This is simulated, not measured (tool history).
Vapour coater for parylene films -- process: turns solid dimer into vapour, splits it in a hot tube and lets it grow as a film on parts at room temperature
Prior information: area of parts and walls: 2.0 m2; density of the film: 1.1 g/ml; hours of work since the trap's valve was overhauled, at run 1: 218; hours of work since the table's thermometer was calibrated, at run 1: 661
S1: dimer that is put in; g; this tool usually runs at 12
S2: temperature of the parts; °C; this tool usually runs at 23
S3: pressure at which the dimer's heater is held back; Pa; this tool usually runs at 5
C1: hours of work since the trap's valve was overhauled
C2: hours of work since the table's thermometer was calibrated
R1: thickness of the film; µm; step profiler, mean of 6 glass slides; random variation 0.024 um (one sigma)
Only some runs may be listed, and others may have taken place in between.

run,day,S1,S2,S3,C1,C2,R1
1,0,12,23,5,218,661,3.03
2,1.267,8,23,5,232,676,2.03
3,2.917,12,23,5,251,695,3.01
4,4,12,23,5,264,707,3.03
5,5.825,12,23,5.35,285,728,2.97
6,7.838,12,23,5,308,752,3
7,9.804,12,23,5,331,774,3.01
8,11.279,12,23,5,348,791,2.98
9,13.388,12,23,5,372,816,3.02
10,14.671,12,23,5,387,830,3.01
# day 15.562: table's thermometer calibrated
11,16.7,6,23,5,410,13,1.44
# day 17.404: trap's valve overhauled
12,18.512,6,23,5,13,32,1.55
13,20.425,19,23,5,35,54,4.94
14,22.829,6,23,5,62,82,1.51
15,24.992,6,23,5,87,107,1.54
16,26.667,6,23,5,107,126,1.52
17,28.479,6,23,5,128,147,1.56
18,29.617,6,23,5,141,160,1.53
19,31.017,6,23,5,157,176,1.53
20,33.329,12,31,5,184,203,2.52
21,34.588,14,23,4.9,198,217,3.52
22,37.238,14,23,4.9,229,248,3.56
23,39.179,12,15,2.12,251,270,4.15
24,40.925,16,16,4.11,271,290,4.84
25,42.212,10,27,3.36,286,305,2.46
26,44.204,10,27,3.36,309,328,2.4
27,46.829,10,27,3.36,339,358,2.42
28,48.546,20,27,4.24,359,378,4.72
29,50.225,14,25,6.25,378,398,3.2
30,52.558,11,25,4.65,405,424,2.66
# day 53.675: trap's valve overhauled
31,54.479,12,30,11.81,9,445,2.33
32,56.95,11,30,8.92,38,473,2.2
33,58.588,11,30,8.92,57,492,2.22
34,60.496,11,30,8.92,79,514,2.2
35,62.862,11,22,3.05,106,541,3.14
36,65.55,11,22,3.05,137,572,3.11

What will run 37 give?
37,67.512,11,22,3.05,159,595,?

Run 37 measured R1 3.12 µm.
Were there no unlogged condition in the tool, this run, its random variation unchanged, would have produced R1 3.16 µm.
